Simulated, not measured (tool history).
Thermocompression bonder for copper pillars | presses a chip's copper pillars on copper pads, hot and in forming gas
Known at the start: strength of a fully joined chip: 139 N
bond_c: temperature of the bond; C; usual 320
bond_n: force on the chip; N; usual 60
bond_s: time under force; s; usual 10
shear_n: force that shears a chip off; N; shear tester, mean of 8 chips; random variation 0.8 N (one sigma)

run 1 hour=0.0 | bond_c=320 bond_n=60 bond_s=10 | shear_n=65.8
run 2 hour=52.2 | bond_c=320 bond_n=60 bond_s=10 | shear_n=65.7
run 3 hour=123.7 | bond_c=320 bond_n=60 bond_s=10 | shear_n=64.3
run 4 hour=174.7 | bond_c=320 bond_n=60 bond_s=10 | shear_n=66.4
run 5 hour=227.6 | bond_c=320 bond_n=60 bond_s=10 | shear_n=66.7
run 6 hour=278.4 | bond_c=320 bond_n=60 bond_s=27 | shear_n=87.5
run 7 hour=364.9 | bond_c=320 bond_n=60 bond_s=27 | shear_n=87.1
-- hour=405.6 forming gas filter changed
run 8 hour=427.6 | bond_c=320 bond_n=63 bond_s=27 | shear_n=93.3
run 9 hour=500.6 | bond_c=320 bond_n=60 bond_s=10 | shear_n=67.5
run 10 hour=544.8 | bond_c=337 bond_n=60 bond_s=10 | shear_n=80.4
run 11 hour=621.7 | bond_c=332 bond_n=60 bond_s=10 | shear_n=75.8
run 12 hour=691.8 | bond_c=295 bond_n=64 bond_s=7 | shear_n=46.8
run 13 hour=740.0 | bond_c=295 bond_n=64 bond_s=7 | shear_n=45.2
-- hour=769.7 heater calibrated with a thermocouple chip
run 14 hour=802.8 | bond_c=316 bond_n=68 bond_s=14 | shear_n=70.5
run 15 hour=851.1 | bond_c=312 bond_n=60 bond_s=10 | shear_n=56.6
-- hour=911.2 forming gas filter changed
run 16 hour=923.6 | bond_c=312 bond_n=60 bond_s=22 | shear_n=78.3
run 17 hour=998.7 | bond_c=291 bond_n=36 bond_s=14 | shear_n=41.4

4 ways to go on from here, each from the tool as it stands after run 17. What would each give?
run A hour=1067.6 | bond_c=332 bond_n=67 bond_s=14 | shear_n=?
run B hour=1067.6 | bond_c=331 bond_n=36 bond_s=14 | shear_n=?
run C hour=1067.6 | bond_c=320 bond_n=75 bond_s=10 | shear_n=?
run D hour=1067.6 | bond_c=296 bond_n=67 bond_s=7 | shear_n=?

run=A shear_n=87.9
run=B shear_n=64.5
run=C shear_n=72.0
run=D shear_n=45.7
Without the tool's hidden state the same runs would have given:
run=A shear_n=85.5
run=B shear_n=62.0
run=C shear_n=69.5
run=D shear_n=43.4

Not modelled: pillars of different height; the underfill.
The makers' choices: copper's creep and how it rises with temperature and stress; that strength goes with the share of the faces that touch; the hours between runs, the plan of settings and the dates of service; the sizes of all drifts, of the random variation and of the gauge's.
